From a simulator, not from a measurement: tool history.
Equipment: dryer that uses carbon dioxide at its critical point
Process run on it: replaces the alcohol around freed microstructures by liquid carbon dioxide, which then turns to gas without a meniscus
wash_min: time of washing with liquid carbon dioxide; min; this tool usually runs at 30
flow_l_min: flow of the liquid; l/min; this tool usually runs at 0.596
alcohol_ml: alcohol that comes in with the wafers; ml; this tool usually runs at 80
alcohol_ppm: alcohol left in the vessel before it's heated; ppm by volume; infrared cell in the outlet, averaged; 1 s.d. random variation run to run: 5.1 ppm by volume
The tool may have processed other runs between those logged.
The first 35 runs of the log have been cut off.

run	day	wash_min	flow_l_min	alcohol_ml	alcohol_ppm
36	69.179	35	0.62	24	96
37	71.562	30	0.391	20	299
38	72.821	30	0.506	20	171
39	75.004	30	0.506	20	169
# day 76.454: purifier's bed changed
40	76.842	30	0.506	20	74
41	79.417	24	0.41	118	2581
42	80.988	24	0.41	118	2642
43	82.412	34	0.884	57	16
44	85.162	25	0.437	80	1395
45	87.354	19	0.431	92	3723
46	90.271	30	0.509	85	439

Branching from run 46: 3 alternative next runs. What would each branch give?
# day 90.683: inlet filter changed
A	92.042	47	0.579	80	?
# day 90.683: inlet filter changed
B	92.042	26	0.596	80	?
# day 90.683: inlet filter changed
C	92.042	32	0.509	85	?

run	alcohol_ppm
A	42
B	209
C	168
Without the tool's unlogged condition, the same runs would have read:
run	alcohol_ppm
A	10
B	170
C	130
